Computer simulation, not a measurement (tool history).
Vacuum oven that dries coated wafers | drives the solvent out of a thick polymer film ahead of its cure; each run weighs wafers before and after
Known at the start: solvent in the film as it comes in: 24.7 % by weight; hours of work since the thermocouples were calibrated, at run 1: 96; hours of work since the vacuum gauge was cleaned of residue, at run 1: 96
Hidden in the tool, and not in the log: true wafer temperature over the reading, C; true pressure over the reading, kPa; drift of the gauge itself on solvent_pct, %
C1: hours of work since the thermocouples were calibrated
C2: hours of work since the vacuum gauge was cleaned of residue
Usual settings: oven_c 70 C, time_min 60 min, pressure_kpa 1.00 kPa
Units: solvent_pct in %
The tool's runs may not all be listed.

run 1 hour=0.0 | oven_c=70 time_min=60 pressure_kpa=1.00 | C1=96 C2=96 | solvent_pct=0.96
run 2 hour=86.6 | oven_c=70 time_min=68 pressure_kpa=1.00 | C1=163 C2=163 | solvent_pct=0.82
run 3 hour=157.0 | oven_c=70 time_min=68 pressure_kpa=1.00 | C1=217 C2=217 | solvent_pct=0.84
run 4 hour=254.6 | oven_c=70 time_min=60 pressure_kpa=1.00 | C1=292 C2=292 | solvent_pct=1.06
run 5 hour=325.3 | oven_c=70 time_min=60 pressure_kpa=1.00 | C1=347 C2=347 | solvent_pct=1.13
run 6 hour=392.8 | oven_c=70 time_min=56 pressure_kpa=1.00 | C1=399 C2=399 | solvent_pct=1.29
run 7 hour=473.0 | oven_c=70 time_min=56 pressure_kpa=0.96 | C1=460 C2=460 | solvent_pct=1.42
run 8 hour=542.4 | oven_c=70 time_min=56 pressure_kpa=0.96 | C1=514 C2=514 | solvent_pct=1.31
run 9 hour=616.5 | oven_c=70 time_min=60 pressure_kpa=0.85 | C1=571 C2=571 | solvent_pct=1.12
run 10 hour=668.2 | oven_c=70 time_min=60 pressure_kpa=0.85 | C1=611 C2=611 | solvent_pct=1.12
run 11 hour=764.0 | oven_c=70 time_min=60 pressure_kpa=1.07 | C1=685 C2=685 | solvent_pct=1.28
run 12 hour=855.7 | oven_c=70 time_min=60 pressure_kpa=1.00 | C1=755 C2=755 | solvent_pct=1.23
run 13 hour=901.6 | oven_c=70 time_min=60 pressure_kpa=1.00 | C1=790 C2=790 | solvent_pct=1.21
run 14 hour=987.9 | oven_c=83 time_min=60 pressure_kpa=1.00 | C1=857 C2=857 | solvent_pct=0.30
run 15 hour=1071.7 | oven_c=70 time_min=39 pressure_kpa=1.00 | C1=922 C2=922 | solvent_pct=2.97
run 16 hour=1171.9 | oven_c=70 time_min=60 pressure_kpa=1.00 | C1=999 C2=999 | solvent_pct=1.36
run 17 hour=1219.6 | oven_c=70 time_min=60 pressure_kpa=1.00 | C1=1035 C2=1035 | solvent_pct=1.32
run 18 hour=1262.6 | oven_c=70 time_min=60 pressure_kpa=1.17 | C1=1069 C2=1069 | solvent_pct=1.41
run 19 hour=1346.5 | oven_c=70 time_min=60 pressure_kpa=1.17 | C1=1133 C2=1133 | solvent_pct=1.44
run 20 hour=1442.4 | oven_c=70 time_min=60 pressure_kpa=0.69 | C1=1207 C2=1207 | solvent_pct=1.29
run 21 hour=1525.3 | oven_c=70 time_min=60 pressure_kpa=0.69 | C1=1271 C2=1271 | solvent_pct=1.32
run 22 hour=1569.5 | oven_c=70 time_min=60 pressure_kpa=0.69 | C1=1305 C2=1305 | solvent_pct=1.27
run 23 hour=1626.0 | oven_c=70 time_min=60 pressure_kpa=0.69 | C1=1348 C2=1348 | solvent_pct=1.28
run 24 hour=1685.6 | oven_c=84 time_min=60 pressure_kpa=1.00 | C1=1394 C2=1394 | solvent_pct=0.33
run 25 hour=1758.7 | oven_c=67 time_min=36 pressure_kpa=1.43 | C1=1451 C2=1451 | solvent_pct=4.89
run 26 hour=1844.7 | oven_c=67 time_min=36 pressure_kpa=1.43 | C1=1517 C2=1517 | solvent_pct=4.82
run 27 hour=1890.0 | oven_c=67 time_min=36 pressure_kpa=1.43 | C1=1552 C2=1552 | solvent_pct=4.84
-- hour=1898.1 oven's thermocouples calibrated
run 28 hour=1938.3 | oven_c=70 time_min=42 pressure_kpa=1.04 | C1=31 C2=1587 | solvent_pct=2.48
-- hour=1949.9 vacuum gauge cleaned of residue and calibrated
run 29 hour=1998.1 | oven_c=76 time_min=35 pressure_kpa=1.24 | C1=76 C2=37 | solvent_pct=1.77
run 30 hour=2074.4 | oven_c=80 time_min=89 pressure_kpa=1.11 | C1=135 C2=96 | solvent_pct=0.26
run 31 hour=2131.4 | oven_c=69 time_min=51 pressure_kpa=0.52 | C1=179 C2=140 | solvent_pct=1.66
run 32 hour=2227.2 | oven_c=75 time_min=38 pressure_kpa=0.56 | C1=252 C2=214 | solvent_pct=1.54
run 33 hour=2277.4 | oven_c=70 time_min=67 pressure_kpa=1.02 | C1=291 C2=252 | solvent_pct=0.88
run 34 hour=2359.2 | oven_c=70 time_min=67 pressure_kpa=1.02 | C1=354 C2=315 | solvent_pct=0.95

The next listed run, before its measurement:
run 35 hour=2423.2 | oven_c=75 time_min=39 pressure_kpa=3.95 | C1=403 C2=365 | solvent_pct=?

solvent_pct: 2.55 %
Without the tool's hidden state the same run would have given solvent_pct 2.32 %.
